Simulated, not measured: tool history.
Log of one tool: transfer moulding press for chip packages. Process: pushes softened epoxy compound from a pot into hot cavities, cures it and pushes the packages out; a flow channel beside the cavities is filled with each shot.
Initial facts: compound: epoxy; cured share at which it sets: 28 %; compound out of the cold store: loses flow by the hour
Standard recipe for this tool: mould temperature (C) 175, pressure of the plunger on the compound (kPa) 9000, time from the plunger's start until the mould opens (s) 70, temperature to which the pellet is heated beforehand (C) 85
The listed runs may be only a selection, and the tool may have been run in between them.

run	hour	mould temperature (C)	pressure of the plunger on the compound (kPa)	time from the plunger's start until the mould opens (s)	temperature to which the pellet is heated beforehand (C)	incoming compound's hours out of the cold store	length that the compound runs in the flow channel (mm)	greatest force on the pins that push the packages out (N)
1	0	175	9000	70	85	22.8	767	721
# hour 5.8: cavities cleaned with cleaning compound and waxed
2	14	175	9000	70	92	46.1	711	754
3	31.8	175	9000	70	92	11	794	826
# hour 38.3: cavities cleaned with cleaning compound and waxed
4	46.7	175	9000	70	92	18.6	772	557
5	55.4	175	10910	70	85	15.7	859	635
6	63.1	175	10910	70	85	22.5	838	674
# hour 70.3: cavities cleaned with cleaning compound and waxed
# hour 78.4: cavities cleaned with cleaning compound and waxed, once more
7	78.6	175	10910	70	85	35.8	804	456
8	91.7	175	10910	70	89	29.2	818	606
9	100.4	175	10910	70	89	21.9	837	668
# hour 110: cavities cleaned with cleaning compound and waxed
10	113.8	175	10910	70	89	11	864	512
11	127.3	175	10910	70	89	21.7	838	635
12	138.1	182	10910	70	89	44.8	756	482
# hour 141.9: cavities cleaned with cleaning compound and waxed
13	156.6	175	7390	70	85	37.3	654	604
14	167.7	175	7390	70	85	41.2	644	697
# hour 174.5: cavities cleaned with cleaning compound and waxed
15	180.3	175	7390	70	85	36.5	652	508
16	188	175	9270	55	88	13.2	787	1077
17	198.8	175	9270	55	88	21.8	761	1237
# hour 207.5: cavities cleaned with cleaning compound and waxed
18	211.3	176	9000	78	85	18.2	758	396
19	226.9	175	7520	98	88	11.5	711	449
20	236.3	175	9920	59	79	30.3	768	1102
# hour 239.5: cavities cleaned with cleaning compound and waxed
21	252.4	175	9920	75	79	19.4	793	524
# hour 263.2: plunger's sealing rings changed
22	263.2	171	8910	70	76	32.4	757	913
23	271	175	9000	75	87	25.7	759	619
# hour 273.8: cavities cleaned with cleaning compound and waxed
# hour 281.7: mould's thermocouples calibrated
24	292.3	183	9000	70	85	9.2	775	433
# hour 307.5: cavities cleaned with cleaning compound and waxed
25	309.7	183	8670	95	94	28.6	711	306
26	322.5	168	8260	58	93	47.4	695	1288
27	334	183	8090	52	94	32.3	679	759

Forecast each of these 4 alternatives for the next run:
# hour 339.6: cavities cleaned with cleaning compound and waxed
A	343.4	175	10080	76	89	20.9	?	?
# hour 339.6: cavities cleaned with cleaning compound and waxed
B	343.4	183	10470	52	94	27.5	?	?
# hour 339.6: cavities cleaned with cleaning compound and waxed
C	343.4	182	9000	70	86	29	?	?
# hour 339.6: cavities cleaned with cleaning compound and waxed
D	343.4	179	9680	99	85	44.1	?	?

run	length that the compound runs in the flow channel (mm)	greatest force on the pins that push the packages out (N)
A	809	421
B	783	548
C	728	361
D	725	313
Had the tool no hidden state, the same runs would have come out as:
run	length that the compound runs in the flow channel (mm)	greatest force on the pins that push the packages out (N)
A	818	372
B	791	483
C	736	320
D	733	276

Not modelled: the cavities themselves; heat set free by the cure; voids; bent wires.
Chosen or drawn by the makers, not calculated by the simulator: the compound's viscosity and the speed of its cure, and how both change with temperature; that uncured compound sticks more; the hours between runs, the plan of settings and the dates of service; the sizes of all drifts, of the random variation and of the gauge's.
